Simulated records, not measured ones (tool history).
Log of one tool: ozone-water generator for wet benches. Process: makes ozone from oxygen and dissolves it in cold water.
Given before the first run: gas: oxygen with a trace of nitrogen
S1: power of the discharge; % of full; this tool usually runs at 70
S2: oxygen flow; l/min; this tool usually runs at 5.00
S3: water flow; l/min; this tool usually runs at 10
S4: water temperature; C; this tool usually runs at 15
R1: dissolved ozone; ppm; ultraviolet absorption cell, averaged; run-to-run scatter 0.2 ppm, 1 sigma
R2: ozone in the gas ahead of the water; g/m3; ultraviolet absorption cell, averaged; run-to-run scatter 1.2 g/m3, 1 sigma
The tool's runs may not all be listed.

| run | hour | S1 | S2 | S3 | S4 | R1 | R2 |
|---|---|---|---|---|---|---|---|
| 1 | 0.0 | 70 | 5.00 | 10 | 15 | 26.5 | 197.2 |
| 2 | 65.3 | 70 | 5.00 | 10 | 8 | 29.5 | 195.9 |
| 3 | 148.4 | 72 | 5.00 | 10 | 8 | 30.6 | 198.3 |
| 4 | 251.4 | 72 | 5.00 | 10 | 8 | 30.1 | 199.7 |
| 5 | 348.9 | 72 | 5.00 | 6 | 8 | 40.2 | 199.2 |
| 6 | 412.5 | 72 | 5.00 | 6 | 8 | 40.6 | 198.9 |
| 7 | 489.8 | 70 | 5.00 | 10 | 16 | 25.5 | 195.5 |
| 8 | 563.8 | 70 | 5.00 | 10 | 15 | 25.7 | 195.8 |
| 9 | 622.7 | 70 | 5.00 | 10 | 15 | 25.7 | 195.5 |
| 10 | 690.8 | 70 | 5.00 | 10 | 15 | 25.3 | 196.7 |
|  | 700.3 | contactor cleaned |
| 11 | 744.1 | 70 | 5.00 | 10 | 15 | 25.7 | 192.7 |
| 12 | 825.3 | 70 | 5.00 | 10 | 15 | 25.4 | 192.9 |
| 13 | 876.4 | 70 | 5.00 | 10 | 22 | 21.8 | 193.3 |
| 14 | 943.1 | 70 | 5.00 | 10 | 22 | 22.0 | 192.8 |
| 15 | 1024.8 | 70 | 5.00 | 10 | 22 | 21.8 | 191.1 |
| 16 | 1080.5 | 70 | 5.00 | 10 | 19 | 23.4 | 193.6 |
|  | 1144.0 | contactor cleaned, once more |
| 17 | 1180.0 | 85 | 5.00 | 10 | 10 | 31.5 | 213.6 |
| 18 | 1227.1 | 67 | 6.55 | 11 | 10 | 25.0 | 162.9 |
| 19 | 1302.6 | 41 | 7.26 | 11 | 10 | 19.1 | 120.0 |
| 20 | 1366.3 | 70 | 2.52 | 10 | 15 | 25.3 | 268.8 |
| 21 | 1452.3 | 70 | 2.52 | 10 | 15 | 25.2 | 267.0 |
| 22 | 1521.3 | 68 | 2.52 | 10 | 15 | 24.7 | 264.1 |
| 23 | 1590.8 | 68 | 2.52 | 10 | 15 | 24.8 | 261.1 |
| 24 | 1692.1 | 68 | 2.52 | 10 | 15 | 24.6 | 261.6 |
| 25 | 1795.3 | 68 | 2.52 | 10 | 15 | 24.4 | 263.5 |
| 26 | 1887.6 | 96 | 7.02 | 7 | 9 | 38.7 | 186.7 |
| 27 | 1974.1 | 96 | 2.65 | 14 | 9 | 24.2 | 306.4 |
| 28 | 2064.4 | 67 | 6.70 | 7 | 17 | 26.6 | 157.6 |
| 29 | 2116.0 | 70 | 5.00 | 12 | 13 | 22.8 | 187.7 |
| 30 | 2171.8 | 70 | 5.00 | 12 | 13 | 22.8 | 188.4 |
| 31 | 2244.2 | 56 | 5.00 | 10 | 19 | 20.2 | 164.6 |
| 32 | 2318.5 | 56 | 5.00 | 10 | 19 | 20.1 | 166.4 |

Alternative continuations, all from the tool just after run 32; predict every row:
| A | 2403.3 | 79 | 8.35 | 10 | 13 | ? | ? |
| B | 2403.3 | 43 | 5.78 | 12 | 15 | ? | ? |
| C | 2403.3 | 56 | 5.00 | 10 | 10 | ? | ? |
| D | 2403.3 | 93 | 5.00 | 14 | 8 | ? | ? |

| run | R1 | R2 |
|---|---|---|
| A | 25.3 | 154.1 |
| B | 16.8 | 134.9 |
| C | 23.7 | 164.0 |
| D | 25.4 | 215.4 |
With the hidden condition removed and each run's random variation left untouched, the same runs would have given:
| run | R1 | R2 |
|---|---|---|
| A | 29.7 | 176.5 |
| B | 18.9 | 148.1 |
| C | 27.1 | 183.4 |
| D | 30.1 | 249.6 |
